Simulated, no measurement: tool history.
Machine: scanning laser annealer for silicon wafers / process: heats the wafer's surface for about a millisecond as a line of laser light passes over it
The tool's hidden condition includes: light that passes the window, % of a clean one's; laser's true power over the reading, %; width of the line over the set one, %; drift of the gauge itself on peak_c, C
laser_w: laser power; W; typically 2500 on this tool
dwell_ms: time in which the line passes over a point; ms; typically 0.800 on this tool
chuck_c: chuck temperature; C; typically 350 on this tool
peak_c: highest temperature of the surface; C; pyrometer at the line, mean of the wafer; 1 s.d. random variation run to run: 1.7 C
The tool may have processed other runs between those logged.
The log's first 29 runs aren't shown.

run     day  laser_w  dwell_ms  chuck_c  hours of work since the window was cleaned  hours of work since the power meter was calibrated  hours of work since the optics were aligned  peak_c
 30  53.588     2500     0.800      321                                         257                                                 674                                          232    1050
 31  54.908     2582     0.800      370                                         271                                                 688                                          246    1126
 32  57.175     2582     0.800      370                                         294                                                 712                                          270    1126
 33  59.146     2582     0.951      378                                         315                                                 733                                          291    1201
 34  60.258     2500     0.570      350                                         327                                                 744                                          302     962
 35  62.846     2500     0.570      350                                         354                                                 772                                          330     963
 36  64.383     2500     0.570      350                                         370                                                 788                                          346     962
 37  66.542     2167     0.792      351                                         393                                                 811                                          368     964
 38  68.604     2167     0.792      351                                         414                                                 832                                          390     965
 39  70.646     2577     0.800      369                                         436                                                 854                                          412    1119
 40  72.588     2500     0.824      350                                         456                                                 874                                          432    1085

What if the next run were any one of these 4? Each begins from the tool's condition after run 40:
  A  74.479     2500     0.910      350                                         476                                                 894                                          452       ?
  B  74.479     2282     0.800      320                                         476                                                 894                                          452       ?
  C  74.479     2500     0.999      383                                         476                                                 894                                          452       ?
  D  74.479     2342     0.675      325                                         476                                                 894                                          452       ?

run  peak_c
  A    1123
  B     973
  C    1195
  D     941
Stripped of hidden state, with their random variation kept, the same runs would have yielded:
run  peak_c
  A    1137
  B     986
  C    1210
  D     952
